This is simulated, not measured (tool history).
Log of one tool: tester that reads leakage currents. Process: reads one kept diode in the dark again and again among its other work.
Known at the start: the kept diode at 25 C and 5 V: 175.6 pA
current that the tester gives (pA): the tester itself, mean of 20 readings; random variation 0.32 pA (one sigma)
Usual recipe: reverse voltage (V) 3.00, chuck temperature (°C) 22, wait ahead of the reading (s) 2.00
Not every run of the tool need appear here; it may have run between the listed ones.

run,hour,reverse voltage (V),chuck temperature (°C),wait ahead of the reading (s),current that the tester gives (pA)
1,0.0,3.00,22,2.00,105.77
2,62.5,6.78,22,2.00,151.38
3,104.8,6.78,22,2.00,150.98
4,147.9,3.00,22,2.00,105.65
5,196.9,3.00,22,2.00,105.66
6,243.8,3.00,22,2.00,105.79
7,297.9,3.00,22,2.00,105.67
8,351.2,3.00,22,2.00,105.32
9,394.1,3.00,22,2.00,105.57
10,427.1,3.00,22,2.00,105.75
11,481.0,3.00,22,2.00,105.59
12,507.4,3.00,20,0.44,87.78
13,545.9,3.00,20,0.44,87.76
14,590.0,14.24,22,1.55,212.23
15,629.5,1.07,22,1.55,67.17
16,663.7,1.07,22,1.55,66.75
17,701.5,1.07,22,1.55,66.87

Withheld: 1 entry from between the runs. Position of each, and hidden state at the listed run before versus the listed run after:
Logged between run 3 and run 4: chuck's temperature calibrated (hour 111.2)
  true chuck temperature over the reading, C: -0.02 -> 0
